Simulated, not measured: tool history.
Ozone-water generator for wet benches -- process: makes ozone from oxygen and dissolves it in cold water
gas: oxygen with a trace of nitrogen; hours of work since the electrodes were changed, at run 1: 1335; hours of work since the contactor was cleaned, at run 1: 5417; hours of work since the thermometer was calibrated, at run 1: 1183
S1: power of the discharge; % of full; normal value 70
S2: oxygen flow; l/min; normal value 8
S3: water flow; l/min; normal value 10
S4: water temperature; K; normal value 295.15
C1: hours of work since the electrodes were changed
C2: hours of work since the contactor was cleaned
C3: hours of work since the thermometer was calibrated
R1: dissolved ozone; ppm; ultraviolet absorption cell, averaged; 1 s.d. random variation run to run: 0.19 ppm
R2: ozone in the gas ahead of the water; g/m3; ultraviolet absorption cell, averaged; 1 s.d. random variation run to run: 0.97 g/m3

| run | hour | S1 | S2 | S3 | S4 | C1 | C2 | C3 | R1 | R2 |
|---|---|---|---|---|---|---|---|---|---|---|
| 1 | 0 | 70 | 8 | 10 | 295.15 | 1335 | 5417 | 1183 | 26.3 | 165.5 |
| 2 | 65.6 | 70 | 8 | 10 | 288.15 | 1400 | 5482 | 1247 | 30.4 | 165.6 |
| 3 | 169.1 | 70 | 8 | 10 | 296.15 | 1501 | 5583 | 1348 | 26 | 167.3 |
| 4 | 265.7 | 70 | 8 | 10 | 296.15 | 1596 | 5678 | 1443 | 25.6 | 167.8 |
| 5 | 317.1 | 70 | 8 | 10 | 296.15 | 1646 | 5728 | 1493 | 25.5 | 165.7 |
| 6 | 366.1 | 70 | 8 | 10 | 296.15 | 1694 | 5776 | 1541 | 25.6 | 167.2 |
| 7 | 418.9 | 70 | 8 | 10 | 295.15 | 1746 | 5828 | 1593 | 26.1 | 168.4 |
| 8 | 505.1 | 70 | 8 | 14 | 295.15 | 1830 | 5912 | 1677 | 22.2 | 166.9 |
| 9 | 593.5 | 70 | 8 | 14 | 295.15 | 1917 | 5999 | 1764 | 22.5 | 165.1 |
| 10 | 660.7 | 87 | 10.85 | 10 | 295.15 | 1983 | 6064 | 1830 | 29.7 | 180.3 |
| 11 | 734.6 | 87 | 10.85 | 10 | 295.15 | 2055 | 6137 | 1902 | 29.7 | 177.5 |
| 12 | 839.1 | 52 | 11.08 | 14 | 289.15 | 2157 | 6239 | 2004 | 20.1 | 119.5 |
| 13 | 891.2 | 52 | 11.08 | 14 | 289.15 | 2208 | 6290 | 2055 | 20.2 | 118.9 |

4 options for the next run, each taken on its own from the tool as it stands now. Forecast them:
| A | 972.7 | 70 | 8 | 11 | 295.15 | 2288 | 6370 | 2135 | ? | ? |
| B | 972.7 | 81 | 8 | 10 | 295.15 | 2288 | 6370 | 2135 | ? | ? |
| C | 972.7 | 67 | 8 | 11 | 295.15 | 2288 | 6370 | 2135 | ? | ? |
| D | 972.7 | 70 | 12.1 | 6 | 295.15 | 2288 | 6370 | 2135 | ? | ? |

| run | R1 | R2 |
|---|---|---|
| A | 25 | 169.3 |
| B | 29.1 | 187.8 |
| C | 24.2 | 162.9 |
| D | 29.4 | 147 |
Without the tool's hidden state the same runs would have given:
| run | R1 | R2 |
|---|---|---|
| A | 25 | 166.2 |
| B | 29.1 | 184.4 |
| C | 24.3 | 159.9 |
| D | 29.4 | 144.4 |
